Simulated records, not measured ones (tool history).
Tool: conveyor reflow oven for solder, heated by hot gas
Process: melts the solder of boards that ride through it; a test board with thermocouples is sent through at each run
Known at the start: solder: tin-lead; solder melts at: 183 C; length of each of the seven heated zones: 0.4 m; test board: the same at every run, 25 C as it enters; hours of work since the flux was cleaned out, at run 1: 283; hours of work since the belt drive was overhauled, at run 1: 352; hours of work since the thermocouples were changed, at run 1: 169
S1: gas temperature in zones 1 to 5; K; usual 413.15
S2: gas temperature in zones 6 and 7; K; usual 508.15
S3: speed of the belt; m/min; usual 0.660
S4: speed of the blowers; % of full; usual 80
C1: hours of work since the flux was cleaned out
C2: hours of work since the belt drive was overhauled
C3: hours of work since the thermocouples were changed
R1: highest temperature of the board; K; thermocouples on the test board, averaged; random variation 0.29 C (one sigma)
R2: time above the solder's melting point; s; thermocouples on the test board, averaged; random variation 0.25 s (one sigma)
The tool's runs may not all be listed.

run 1 hour=0.0 | S1=413.15 S2=508.15 S3=0.660 S4=80 | C1=283 C2=352 C3=169 | R1=487.55 R2=52.8
run 2 hour=9.3 | S1=413.15 S2=508.15 S3=0.660 S4=80 | C1=288 C2=357 C3=173 | R1=487.95 R2=52.9
-- hour=17.5 flux residue cleaned out of gas plates and filters
run 3 hour=24.0 | S1=426.15 S2=508.15 S3=0.660 S4=80 | C1=3 C2=361 C3=178 | R1=491.55 R2=60.7
run 4 hour=29.8 | S1=413.15 S2=508.15 S3=0.660 S4=82 | C1=6 C2=364 C3=181 | R1=490.05 R2=54.7
run 5 hour=36.0 | S1=413.15 S2=508.15 S3=0.660 S4=80 | C1=9 C2=367 C3=184 | R1=489.55 R2=53.7
run 6 hour=45.8 | S1=413.15 S2=508.15 S3=0.660 S4=80 | C1=13 C2=372 C3=188 | R1=489.25 R2=54.2
run 7 hour=53.4 | S1=413.15 S2=508.15 S3=0.660 S4=80 | C1=17 C2=375 C3=192 | R1=488.95 R2=54.0
run 8 hour=58.5 | S1=413.15 S2=508.15 S3=0.660 S4=80 | C1=20 C2=378 C3=194 | R1=489.25 R2=53.9
run 9 hour=68.4 | S1=413.15 S2=508.15 S3=0.733 S4=80 | C1=24 C2=382 C3=199 | R1=485.55 R2=45.0
run 10 hour=77.1 | S1=413.15 S2=508.15 S3=0.733 S4=80 | C1=28 C2=386 C3=203 | R1=485.55 R2=45.1
run 11 hour=84.7 | S1=413.15 S2=508.15 S3=0.660 S4=65 | C1=32 C2=390 C3=207 | R1=485.55 R2=50.0
run 12 hour=89.7 | S1=420.15 S2=508.15 S3=0.660 S4=65 | C1=34 C2=392 C3=209 | R1=486.75 R2=54.3
run 13 hour=94.5 | S1=413.15 S2=508.15 S3=0.660 S4=80 | C1=37 C2=395 C3=212 | R1=488.65 R2=53.8
run 14 hour=101.8 | S1=413.15 S2=508.15 S3=0.660 S4=80 | C1=40 C2=398 C3=215 | R1=489.15 R2=53.7
run 15 hour=110.5 | S1=413.15 S2=508.15 S3=0.660 S4=80 | C1=44 C2=402 C3=219 | R1=488.95 R2=54.3
run 16 hour=118.3 | S1=413.15 S2=508.15 S3=0.715 S4=80 | C1=48 C2=406 C3=223 | R1=486.05 R2=47.1
run 17 hour=130.3 | S1=401.15 S2=496.15 S3=0.789 S4=70 | C1=54 C2=412 C3=228 | R1=467.15 R2=19.1
run 18 hour=139.0 | S1=401.15 S2=496.15 S3=0.789 S4=70 | C1=58 C2=416 C3=233 | R1=467.65 R2=19.6
run 19 hour=144.5 | S1=423.15 S2=520.15 S3=0.660 S4=80 | C1=60 C2=418 C3=235 | R1=500.55 R2=65.8
run 20 hour=151.6 | S1=402.15 S2=508.15 S3=0.659 S4=70 | C1=64 C2=422 C3=239 | R1=484.15 R2=45.8
run 21 hour=162.0 | S1=402.15 S2=508.15 S3=0.659 S4=70 | C1=69 C2=427 C3=244 | R1=483.85 R2=45.6
run 22 hour=166.9 | S1=402.15 S2=508.15 S3=0.659 S4=70 | C1=71 C2=429 C3=246 | R1=484.25 R2=45.7
run 23 hour=172.2 | S1=402.15 S2=508.15 S3=0.659 S4=70 | C1=74 C2=432 C3=248 | R1=484.05 R2=46.0
run 24 hour=181.4 | S1=402.15 S2=508.15 S3=0.659 S4=70 | C1=78 C2=436 C3=253 | R1=484.25 R2=45.6
run 25 hour=193.2 | S1=413.15 S2=508.15 S3=0.557 S4=67 | C1=84 C2=442 C3=258 | R1=492.05 R2=66.6
run 26 hour=199.7 | S1=418.15 S2=518.15 S3=0.667 S4=80 | C1=87 C2=445 C3=262 | R1=497.65 R2=61.4
run 27 hour=208.5 | S1=416.15 S2=499.15 S3=0.626 S4=80 | C1=91 C2=449 C3=266 | R1=483.25 R2=53.9
run 28 hour=218.6 | S1=416.15 S2=502.15 S3=0.626 S4=72 | C1=96 C2=454 C3=270 | R1=484.75 R2=54.0
run 29 hour=227.0 | S1=416.15 S2=502.15 S3=0.626 S4=72 | C1=100 C2=458 C3=274 | R1=484.55 R2=54.2
run 30 hour=235.9 | S1=416.15 S2=513.15 S3=0.608 S4=54 | C1=104 C2=462 C3=279 | R1=489.75 R2=60.1
run 31 hour=242.4 | S1=415.15 S2=508.15 S3=0.580 S4=80 | C1=107 C2=465 C3=282 | R1=493.15 R2=67.0

3 ways to go on from here, each from the tool as it stands after run 31. What would each give?
run A hour=250.0 | S1=415.15 S2=508.15 S3=0.580 S4=54 | C1=111 C2=469 C3=285 | R1=? R2=?
run B hour=250.0 | S1=415.15 S2=508.15 S3=0.717 S4=80 | C1=111 C2=469 C3=285 | R1=? R2=?
run C hour=250.0 | S1=415.15 S2=501.15 S3=0.580 S4=80 | C1=111 C2=469 C3=285 | R1=? R2=?

run=A R1=486.95 R2=60.5
run=B R1=486.55 R2=47.5
run=C R1=487.05 R2=61.6
Without the tool's hidden state the same runs would have given:
run=A R1=487.35 R2=60.1
run=B R1=487.05 R2=47.3
run=C R1=487.55 R2=61.3
